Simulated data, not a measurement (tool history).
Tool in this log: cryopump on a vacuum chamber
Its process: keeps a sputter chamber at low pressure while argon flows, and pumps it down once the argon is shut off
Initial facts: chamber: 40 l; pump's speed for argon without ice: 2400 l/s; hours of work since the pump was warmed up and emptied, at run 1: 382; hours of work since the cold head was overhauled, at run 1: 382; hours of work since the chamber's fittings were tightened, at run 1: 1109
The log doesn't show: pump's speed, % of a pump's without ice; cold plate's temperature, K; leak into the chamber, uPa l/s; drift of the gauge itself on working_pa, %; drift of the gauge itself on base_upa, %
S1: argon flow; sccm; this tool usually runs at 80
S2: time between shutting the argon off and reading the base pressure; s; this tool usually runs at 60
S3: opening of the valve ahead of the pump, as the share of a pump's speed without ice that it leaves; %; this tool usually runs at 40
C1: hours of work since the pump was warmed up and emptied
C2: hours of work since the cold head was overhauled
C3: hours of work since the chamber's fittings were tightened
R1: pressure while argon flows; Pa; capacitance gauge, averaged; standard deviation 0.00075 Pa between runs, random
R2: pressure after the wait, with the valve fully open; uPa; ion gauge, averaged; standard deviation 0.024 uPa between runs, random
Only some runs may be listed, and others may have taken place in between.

Run 1, hour 0.0: usual settings; C1 382; C2 382; C3 1109. Result: R1 0.1461 Pa, R2 1.30 uPa.
Run 2, hour 12.0: usual settings; C1 388; C2 388; C3 1115. Result: R1 0.1458 Pa, R2 1.36 uPa.
Run 3, hour 30.8: usual settings but S3 42 %; C1 397; C2 397; C3 1124. Result: R1 0.1390 Pa, R2 1.36 uPa.
Run 4, hour 42.5: usual settings but S2 37 s; C1 403; C2 403; C3 1129. Result: R1 0.1456 Pa, R2 1.79 uPa.
Run 5, hour 66.2: usual settings but S2 37 s; C1 414; C2 414; C3 1141. Result: R1 0.1451 Pa, R2 1.77 uPa.
Run 6, hour 76.7: usual settings but S2 37 s; C1 419; C2 419; C3 1146. Result: R1 0.1448 Pa, R2 1.78 uPa.
Run 7, hour 92.3: usual settings but S2 37 s; C1 426; C2 426; C3 1153. Result: R1 0.1478 Pa, R2 1.88 uPa.
Run 8, hour 107.7: usual settings but S2 37 s; C1 434; C2 434; C3 1160. Result: R1 0.1469 Pa, R2 1.80 uPa.
Run 9, hour 126.4: usual settings but S2 171 s, S3 33 %; C1 443; C2 443; C3 1169. Result: R1 0.1761 Pa, R2 0.87 uPa.
Run 10, hour 138.2: usual settings but S2 171 s, S3 33 %; C1 448; C2 448; C3 1175. Result: R1 0.1774 Pa, R2 0.91 uPa.

Predict the results of run 11:
Run 11, hour 155.8: usual settings but S2 26 s; C1 457; C2 457; C3 1183. Result: R1 ?, R2 ?.

{"run 11": {"R1": 0.1471, "R2": 2.25}}
The same run, on a tool lacking any hidden state, would have yielded R1 0.1409 Pa, R2 1.73 uPa.

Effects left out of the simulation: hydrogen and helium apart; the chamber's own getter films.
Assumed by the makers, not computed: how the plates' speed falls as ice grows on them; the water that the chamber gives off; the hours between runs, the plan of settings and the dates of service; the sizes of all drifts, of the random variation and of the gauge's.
